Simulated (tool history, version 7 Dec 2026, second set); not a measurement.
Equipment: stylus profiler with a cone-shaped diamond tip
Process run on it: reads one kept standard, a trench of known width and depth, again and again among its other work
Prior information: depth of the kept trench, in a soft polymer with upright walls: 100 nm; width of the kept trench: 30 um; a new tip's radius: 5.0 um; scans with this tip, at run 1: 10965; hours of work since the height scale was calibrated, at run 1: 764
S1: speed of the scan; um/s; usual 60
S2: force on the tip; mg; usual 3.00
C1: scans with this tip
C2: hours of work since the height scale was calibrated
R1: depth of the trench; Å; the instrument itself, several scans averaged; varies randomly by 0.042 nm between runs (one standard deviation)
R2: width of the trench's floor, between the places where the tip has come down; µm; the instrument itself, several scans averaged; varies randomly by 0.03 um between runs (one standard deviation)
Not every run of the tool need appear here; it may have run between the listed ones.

run,hour,S1,S2,C1,C2,R1,R2
1,0.0,60,3.00,10965,764,1014.9,27.91
2,37.3,60,1.72,11313,788,1010.4,27.81
3,81.2,23,3.00,11722,816,1014.4,27.95
4,102.9,23,3.00,11925,830,1015.2,27.95
5,126.0,23,3.00,12141,845,1015.2,27.94
6,168.1,23,3.00,12534,873,1014.9,27.98
7,200.7,23,3.00,12838,894,1015.1,27.97
8,229.5,23,3.00,13107,913,1014.4,27.98
9,264.6,110,3.85,13435,936,1018.3,27.76
10,301.9,110,3.85,13783,960,1017.2,27.83
11,325.8,48,8.01,14006,975,1028.5,27.91
12,355.8,51,3.00,14286,995,1015.6,27.92
13,391.7,51,3.00,14621,1018,1014.3,27.90
14,424.0,15,3.00,14923,1039,1014.6,27.91
15,463.9,15,3.00,15295,1065,1015.2,27.97
16,504.6,68,3.00,15675,1092,1014.3,27.91

Branching from run 16: 3 alternative next runs. What would each branch give?
A,528.5,63,6.12,15897,1107,?,?
B,528.5,60,8.41,15897,1107,?,?
C,528.5,104,1.58,15897,1107,?,?

run,R1,R2
A,1024.8,27.91
B,1030.0,27.91
C,1009.7,27.71
The same runs, with their run-to-run variation unchanged, on a tool lacking any hidden condition would have given:
run,R1,R2
A,1025.0,27.94
B,1030.1,27.94
C,1009.8,27.73

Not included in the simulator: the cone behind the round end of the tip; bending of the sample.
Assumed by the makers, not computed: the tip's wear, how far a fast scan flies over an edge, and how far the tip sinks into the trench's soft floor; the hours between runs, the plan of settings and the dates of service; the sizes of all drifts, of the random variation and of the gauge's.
